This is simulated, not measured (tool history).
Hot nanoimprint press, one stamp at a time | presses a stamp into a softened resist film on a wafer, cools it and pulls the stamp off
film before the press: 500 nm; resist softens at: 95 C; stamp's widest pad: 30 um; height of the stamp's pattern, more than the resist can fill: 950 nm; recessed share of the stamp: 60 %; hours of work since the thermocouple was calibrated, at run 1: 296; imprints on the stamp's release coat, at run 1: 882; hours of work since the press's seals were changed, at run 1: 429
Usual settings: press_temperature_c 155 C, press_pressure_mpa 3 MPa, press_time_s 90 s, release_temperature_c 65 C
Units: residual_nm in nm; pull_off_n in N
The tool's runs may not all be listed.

run     day  press_temperature_c  press_pressure_mpa  press_time_s  release_temperature_c  hours of work since the thermocouple was calibrated  imprints on the stamp's release coat  hours of work since the press's seals were changed  residual_nm  pull_off_n
  1       0                  155                   3            90                     65                                                  296                                   882                                                 429        239.4         234
  2   1.762                  155                   3            90                     65                                                  326                                  1040                                                 459        239.1         243
  3   3.117                  155                   3            90                     65                                                  349                                  1162                                                 482        239.3         250
      3.346  -- plate thermocouple calibrated
  4   5.579                  155                   3            90                     65                                                   38                                  1371                                                 522        242.3         261
  5   7.658                  155                   3            90                     65                                                   74                                  1557                                                 557        241.3         264
  6   9.375                  155                   3            90                     65                                                  103                                  1711                                                 587        241.4         274
  7  10.867                  155                   3           119                     65                                                  128                                  1844                                                 612        219.5         283

The next listed run, before its measurement:
  8  13.121                  164                   3            90                     65                                                  167                                  2046                                                 651            ?           ?

{"run 8": {"residual_nm": 164.5, "pull_off_n": 282}}
Without the tool's hidden state the same run would have given residual_nm 164.7 nm, pull_off_n 201 N.
